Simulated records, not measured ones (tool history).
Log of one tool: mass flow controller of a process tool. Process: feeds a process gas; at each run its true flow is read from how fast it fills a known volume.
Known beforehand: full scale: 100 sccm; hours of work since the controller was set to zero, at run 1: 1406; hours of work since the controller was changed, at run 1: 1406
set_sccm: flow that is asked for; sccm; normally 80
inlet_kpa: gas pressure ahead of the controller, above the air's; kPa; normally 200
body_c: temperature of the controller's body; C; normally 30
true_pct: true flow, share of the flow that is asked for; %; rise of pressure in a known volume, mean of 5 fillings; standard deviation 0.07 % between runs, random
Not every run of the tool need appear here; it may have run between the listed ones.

run	day	set_sccm	inlet_kpa	body_c	hours of work since the controller was set to zero	hours of work since the controller was changed	true_pct
1	0	80	200	30	1406	1406	96.91
2	4.258	80	200	30	1487	1487	96.98
3	8.125	80	200	20	1561	1561	97.98
4	12.108	80	200	20	1637	1637	97.95
5	15.783	80	200	30	1707	1707	96.65
6	18.229	80	200	30	1754	1754	96.57
7	20.858	80	200	24	1804	1804	97.41
8	24.388	80	200	24	1872	1872	97.27
9	28.671	80	200	24	1953	1953	97.06
10	31.004	80	200	24	1998	1998	97.04
11	34.333	80	200	30	2061	2061	96.25
12	37.596	80	200	30	2124	2124	96.2
13	41.721	80	200	30	2202	2202	96.06
14	44.267	80	200	30	2251	2251	95.96
15	49.104	80	200	30	2343	2343	95.99
16	52.233	80	150	30	2403	2403	96.11
17	56.079	15	200	30	2477	2477	90.86
18	59.975	15	200	30	2551	2551	90.96
19	61.946	15	200	30	2588	2588	90.89
20	63.954	15	200	30	2627	2627	90.72
21	66.512	80	200	28	2676	2676	96.02
22	69.454	80	200	30	2732	2732	95.61
23	72.288	80	200	30	2786	2786	95.5
# day 72.617: controller's zero set anew
24	75.442	37	200	30	54	2846	92.35
25	79.021	91	200	26	122	2914	95.82
26	82.208	91	200	26	183	2975	95.71
27	84.321	91	200	26	223	3015	95.75
28	88.188	91	200	26	297	3089	95.71
# day 90.188: controller's zero set anew, once more
29	90.221	73	202	35	1	3127	95.16
30	93.483	28	200	24	63	3190	94.83
31	97.721	28	200	24	144	3270	94.64
32	102.117	58	256	37	228	3354	93.97
33	105.233	80	261	31	287	3414	95.22
34	109.479	28	261	31	368	3495	93.27
35	112.829	25	200	39	432	3559	92.39
36	115.746	25	200	39	488	3614	92.36
37	119.021	25	200	39	550	3677	92.25
38	121.146	58	260	34	591	3718	93.75
39	125.071	80	268	31	666	3792	94.8

Forecast run 40:
40	127.708	19	268	21	716	3843	?

Logged for run 40: true_pct 93.31 %.
Without the tool's hidden state the same run would have given true_pct 97.89 %.
